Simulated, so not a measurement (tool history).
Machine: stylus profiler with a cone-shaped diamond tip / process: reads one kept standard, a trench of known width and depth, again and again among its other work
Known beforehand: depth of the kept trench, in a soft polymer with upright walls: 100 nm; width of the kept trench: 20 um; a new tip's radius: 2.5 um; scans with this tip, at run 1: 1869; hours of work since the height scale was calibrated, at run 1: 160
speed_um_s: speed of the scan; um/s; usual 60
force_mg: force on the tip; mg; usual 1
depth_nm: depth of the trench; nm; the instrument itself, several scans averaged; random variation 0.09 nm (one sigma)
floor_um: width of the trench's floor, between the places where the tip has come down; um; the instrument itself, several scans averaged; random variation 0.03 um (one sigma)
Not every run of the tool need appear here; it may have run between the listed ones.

run	hour	speed_um_s	force_mg	scans with this tip	hours of work since the height scale was calibrated	depth_nm	floor_um
1	0	60	1	1869	160	100.58	17.97
2	12.4	60	2.26	1953	167	101.22	18.16
3	26.7	60	2.26	2049	175	101.23	18.14
4	34.4	60	2.26	2101	180	101.15	18.13
5	48	60	2.92	2193	187	101.22	18.21
6	62.3	60	2.92	2289	196	101.27	18.22
7	73.4	60	2.92	2364	202	101.25	18.2
8	87.5	60	2.92	2459	210	101.33	18.22
9	95.4	60	1.44	2512	215	100.83	18.12
10	103.1	60	1.44	2564	219	100.75	18.04
11	114.4	24	0.41	2640	226	100.33	18.18
12	124.8	24	0.41	2710	232	100.32	18.17
13	139.6	24	0.41	2809	240	100.22	18.18
14	150.2	132	0.43	2881	246	100.21	16.59
15	157.3	86	0.79	2928	250	100.48	17.61
16	166.1	130	1	2988	255	100.62	17.3
17	180.9	19	0.35	3088	264	100.29	18.18
18	195.4	19	0.35	3186	272	100.14	18.2
19	207.8	83	1.5	3269	279	100.87	17.85
20	216.2	60	0.67	3326	284	100.52	17.85

Alternative continuations, all from the tool just after run 20; predict every row:
A	229.1	18	1	3412	292	?	?
B	229.1	43	2.47	3412	292	?	?
C	229.1	19	1.01	3412	292	?	?

run	depth_nm	floor_um
A	100.54	18.3
B	101.18	18.23
C	100.59	18.32
With the hidden condition removed and each run's random variation left untouched, the same runs would have given:
run	depth_nm	floor_um
A	100.62	18.4
B	101.27	18.33
C	100.67	18.42
